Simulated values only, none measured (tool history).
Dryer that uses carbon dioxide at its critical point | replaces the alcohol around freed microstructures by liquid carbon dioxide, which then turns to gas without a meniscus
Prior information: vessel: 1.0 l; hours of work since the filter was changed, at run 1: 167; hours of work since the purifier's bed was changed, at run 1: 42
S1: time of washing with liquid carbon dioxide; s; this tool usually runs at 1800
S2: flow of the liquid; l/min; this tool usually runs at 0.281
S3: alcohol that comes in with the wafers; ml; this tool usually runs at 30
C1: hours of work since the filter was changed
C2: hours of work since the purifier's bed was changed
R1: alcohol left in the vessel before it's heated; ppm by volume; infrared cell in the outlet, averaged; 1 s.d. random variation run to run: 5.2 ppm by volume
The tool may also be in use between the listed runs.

{"run": 1, "day": 0.0, "S1": 1800, "S2": 0.281, "S3": 30, "C1": 167, "C2": 42, "R1": 155}
{"run": 2, "day": 0.55, "S1": 1800, "S2": 0.281, "S3": 75, "C1": 177, "C2": 52, "R1": 383}
{"run": 3, "day": 0.929, "S1": 1800, "S2": 0.281, "S3": 75, "C1": 184, "C2": 59, "R1": 394}
{"run": 4, "day": 1.404, "S1": 1800, "S2": 0.281, "S3": 75, "C1": 193, "C2": 68, "R1": 409}
{"run": 5, "day": 1.95, "S1": 2040, "S2": 0.281, "S3": 75, "C1": 203, "C2": 78, "R1": 210}
{"run": 6, "day": 2.254, "S1": 1380, "S2": 0.281, "S3": 30, "C1": 208, "C2": 84, "R1": 575}
{"run": 7, "day": 2.733, "S1": 1380, "S2": 0.281, "S3": 83, "C1": 217, "C2": 92, "R1": 1666}
{"run": 8, "day": 3.112, "S1": 1380, "S2": 0.281, "S3": 83, "C1": 224, "C2": 100, "R1": 1699}
{"run": 9, "day": 3.371, "S1": 1380, "S2": 0.281, "S3": 83, "C1": 229, "C2": 104, "R1": 1680}
{"run": 10, "day": 3.758, "S1": 1380, "S2": 0.281, "S3": 83, "C1": 236, "C2": 111, "R1": 1755}
{"run": 11, "day": 4.2, "S1": 1680, "S2": 0.281, "S3": 83, "C1": 244, "C2": 120, "R1": 776}
{"day": 4.504, "done": "inlet filter changed"}
{"run": 12, "day": 4.7, "S1": 1800, "S2": 0.381, "S3": 30, "C1": 4, "C2": 128, "R1": 19}
{"run": 13, "day": 5.129, "S1": 1800, "S2": 0.381, "S3": 30, "C1": 12, "C2": 136, "R1": 13}
{"run": 14, "day": 5.654, "S1": 1800, "S2": 0.381, "S3": 30, "C1": 21, "C2": 146, "R1": 27}
{"run": 15, "day": 6.246, "S1": 1800, "S2": 0.42, "S3": 22, "C1": 32, "C2": 157, "R1": 23}
{"run": 16, "day": 6.858, "S1": 1800, "S2": 0.42, "S3": 22, "C1": 44, "C2": 168, "R1": 11}
{"run": 17, "day": 7.425, "S1": 1440, "S2": 0.384, "S3": 22, "C1": 54, "C2": 179, "R1": 43}
{"run": 18, "day": 8.008, "S1": 1800, "S2": 0.181, "S3": 87, "C1": 65, "C2": 189, "R1": 2550}
{"run": 19, "day": 8.258, "S1": 1800, "S2": 0.257, "S3": 25, "C1": 70, "C2": 194, "R1": 166}
{"run": 20, "day": 8.883, "S1": 1680, "S2": 0.29, "S3": 30, "C1": 81, "C2": 206, "R1": 147}
{"run": 21, "day": 9.438, "S1": 1500, "S2": 0.173, "S3": 40, "C1": 92, "C2": 216, "R1": 2480}
{"run": 22, "day": 9.996, "S1": 1380, "S2": 0.217, "S3": 51, "C1": 102, "C2": 226, "R1": 2065}
{"run": 23, "day": 10.362, "S1": 1380, "S2": 0.217, "S3": 51, "C1": 109, "C2": 233, "R1": 2035}
{"run": 24, "day": 10.925, "S1": 1380, "S2": 0.183, "S3": 107, "C1": 119, "C2": 244, "R1": 7366}

How the hidden state differs across the entries between the runs, from the last listed run before each to the first after it:
Runs 11 to 12: inlet filter changed (day 4.504)
  flow that reaches the vessel past the clogged filter, %: 84.2 -> 99; alcohol in the recycled carbon dioxide, ppm: 9.7 -> 9.9
  measured result minus the result with no hidden state, R1: +454 -> +6 ppm by volume
